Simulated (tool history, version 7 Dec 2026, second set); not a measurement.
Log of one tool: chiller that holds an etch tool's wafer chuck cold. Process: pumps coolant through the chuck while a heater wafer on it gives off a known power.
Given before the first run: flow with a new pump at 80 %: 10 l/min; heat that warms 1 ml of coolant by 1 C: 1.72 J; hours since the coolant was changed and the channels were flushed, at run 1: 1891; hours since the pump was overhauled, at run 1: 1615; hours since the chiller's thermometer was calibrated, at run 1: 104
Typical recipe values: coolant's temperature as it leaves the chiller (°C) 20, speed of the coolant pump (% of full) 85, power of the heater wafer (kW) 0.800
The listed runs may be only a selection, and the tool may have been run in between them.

| run | day | coolant's temperature as it leaves the chiller (°C) | speed of the coolant pump (% of full) | power of the heater wafer (kW) | hours since the coolant was changed and the channels were flushed | hours since the pump was overhauled | hours since the chiller's thermometer was calibrated | chuck's temperature once it has settled (°C) | how much warmer the coolant comes back (C) |
|---|---|---|---|---|---|---|---|---|---|
| 1 | 0.000 | 20 | 85 | 0.800 | 1891 | 1615 | 104 | 28.1 | 2.68 |
| 2 | 3.654 | 20 | 85 | 0.800 | 1979 | 1703 | 192 | 28.4 | 2.73 |
| 3 | 7.250 | 20 | 85 | 0.800 | 2065 | 1789 | 278 | 28.2 | 2.68 |
| 4 | 12.188 | 20 | 85 | 0.800 | 2184 | 1908 | 397 | 28.4 | 2.70 |
| 5 | 15.829 | 20 | 85 | 0.800 | 2271 | 1995 | 484 | 28.2 | 2.75 |
| 6 | 21.704 | 20 | 85 | 0.800 | 2412 | 2136 | 625 | 28.1 | 2.74 |
| 7 | 27.750 | 20 | 85 | 0.800 | 2557 | 2281 | 770 | 28.2 | 2.73 |
| 8 | 32.354 | 20 | 85 | 0.800 | 2668 | 2392 | 881 | 28.4 | 2.71 |
| 9 | 39.496 | 20 | 84 | 0.800 | 2839 | 2563 | 1052 | 28.6 | 2.79 |
|  | 40.183 | chiller's thermometer calibrated |
| 10 | 46.504 | 20 | 85 | 0.545 | 3007 | 2730 | 152 | 25.7 | 1.92 |
| 11 | 49.571 | 20 | 85 | 0.800 | 3080 | 2804 | 225 | 28.5 | 2.77 |
| 12 | 54.596 | 20 | 66 | 0.800 | 3201 | 2924 | 346 | 30.4 | 3.69 |
|  | 61.408 | chiller's thermometer calibrated, once more |
| 13 | 61.408 | 20 | 85 | 1.063 | 3363 | 3087 | 0 | 31.5 | 3.69 |
| 14 | 67.504 | 20 | 63 | 0.800 | 3509 | 3233 | 146 | 31.1 | 3.84 |
| 15 | 74.162 | 20 | 85 | 0.800 | 3669 | 3393 | 306 | 28.7 | 2.76 |
| 16 | 80.904 | 20 | 85 | 0.699 | 3831 | 3555 | 468 | 28.0 | 2.44 |
| 17 | 84.333 | 20 | 86 | 0.776 | 3913 | 3637 | 550 | 28.6 | 2.71 |
|  | 87.162 | coolant changed, channels flushed |
| 18 | 91.688 | 13 | 85 | 1.080 | 109 | 3808 | 721 | 23.5 | 3.79 |
| 19 | 96.129 | 14 | 98 | 0.800 | 215 | 3914 | 827 | 20.8 | 2.43 |
| 20 | 99.371 | 18 | 65 | 0.800 | 293 | 3992 | 905 | 27.8 | 3.81 |
| 21 | 102.962 | 14 | 68 | 0.800 | 379 | 4078 | 991 | 23.4 | 3.57 |
| 22 | 107.933 | 12 | 73 | 0.464 | 499 | 4198 | 1111 | 17.2 | 1.94 |
| 23 | 112.042 | 16 | 89 | 0.800 | 597 | 4296 | 1209 | 23.6 | 2.68 |
| 24 | 116.029 | 29 | 83 | 0.833 | 693 | 4392 | 1305 | 37.5 | 3.01 |
| 25 | 119.308 | 23 | 62 | 0.495 | 771 | 4471 | 1384 | 29.2 | 2.52 |
| 26 | 124.925 | 20 | 64 | 0.800 | 906 | 4605 | 1518 | 30.1 | 3.87 |
| 27 | 128.371 | 20 | 64 | 0.800 | 989 | 4688 | 1601 | 29.9 | 3.94 |
| 28 | 132.446 | 20 | 64 | 0.800 | 1087 | 4786 | 1699 | 29.9 | 3.88 |

What will run 29 give?
| 29 | 139.804 | 20 | 64 | 0.800 | 1263 | 4962 | 1875 | ? | ? |

Run 29 measured chuck's temperature once it has settled (°C) 30.1, how much warmer the coolant comes back (C) 3.91.
If the tool had no hidden condition, the same run with the same run-to-run variation would have returned chuck's temperature once it has settled (°C) 29.1, how much warmer the coolant comes back (C) 3.55.

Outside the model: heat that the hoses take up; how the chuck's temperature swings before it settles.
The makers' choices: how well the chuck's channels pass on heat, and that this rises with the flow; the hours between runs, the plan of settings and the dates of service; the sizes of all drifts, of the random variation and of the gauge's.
